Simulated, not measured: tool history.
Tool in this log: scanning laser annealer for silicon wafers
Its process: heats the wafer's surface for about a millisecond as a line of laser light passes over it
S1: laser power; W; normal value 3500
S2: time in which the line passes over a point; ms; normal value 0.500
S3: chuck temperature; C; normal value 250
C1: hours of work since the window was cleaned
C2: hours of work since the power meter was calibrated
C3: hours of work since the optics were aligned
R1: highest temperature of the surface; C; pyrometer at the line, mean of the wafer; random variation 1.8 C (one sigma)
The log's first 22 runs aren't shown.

{"run": 23, "day": 57.983, "S1": 3500, "S2": 0.446, "S3": 250, "C1": 171, "C2": 1898, "C3": 1078, "R1": 950}
{"run": 24, "day": 59.804, "S1": 3735, "S2": 0.379, "S3": 238, "C1": 204, "C2": 1931, "C3": 1111, "R1": 924}
{"run": 25, "day": 61.367, "S1": 2990, "S2": 0.484, "S3": 268, "C1": 232, "C2": 1959, "C3": 1139, "R1": 897}
{"run": 26, "day": 64.671, "S1": 2990, "S2": 0.596, "S3": 268, "C1": 291, "C2": 2018, "C3": 1198, "R1": 964}
{"run": 27, "day": 68.15, "S1": 2990, "S2": 0.596, "S3": 268, "C1": 353, "C2": 2080, "C3": 1260, "R1": 959}
{"run": 28, "day": 71.696, "S1": 3500, "S2": 0.411, "S3": 288, "C1": 417, "C2": 2144, "C3": 1324, "R1": 954}
{"run": 29, "day": 74.475, "S1": 3202, "S2": 0.411, "S3": 288, "C1": 466, "C2": 2193, "C3": 1374, "R1": 898}
{"run": 30, "day": 76.875, "S1": 3334, "S2": 0.595, "S3": 281, "C1": 509, "C2": 2236, "C3": 1416, "R1": 1038}

5 ways to go on from here, each from the tool as it stands after run 30. What would each give?
{"run": "A", "day": 78.388, "S1": 3334, "S2": 0.407, "S3": 281, "C1": 536, "C2": 2263, "C3": 1444, "R1": "?"}
{"run": "B", "day": 78.388, "S1": 3845, "S2": 0.397, "S3": 249, "C1": 536, "C2": 2263, "C3": 1444, "R1": "?"}
{"run": "C", "day": 78.388, "S1": 3500, "S2": 0.566, "S3": 235, "C1": 536, "C2": 2263, "C3": 1444, "R1": "?"}
{"run": "D", "day": 78.388, "S1": 3711, "S2": 0.459, "S3": 259, "C1": 536, "C2": 2263, "C3": 1444, "R1": "?"}
{"run": "E", "day": 78.388, "S1": 3179, "S2": 0.428, "S3": 281, "C1": 536, "C2": 2263, "C3": 1444, "R1": "?"}

run=A R1=906
run=B R1=953
run=C R1=1008
run=D R1=995
run=E R1=896
With the hidden condition removed and each run's random variation left untouched, the same runs would have given:
run=A R1=945
run=B R1=997
run=C R1=1056
run=D R1=1040
run=E R1=935

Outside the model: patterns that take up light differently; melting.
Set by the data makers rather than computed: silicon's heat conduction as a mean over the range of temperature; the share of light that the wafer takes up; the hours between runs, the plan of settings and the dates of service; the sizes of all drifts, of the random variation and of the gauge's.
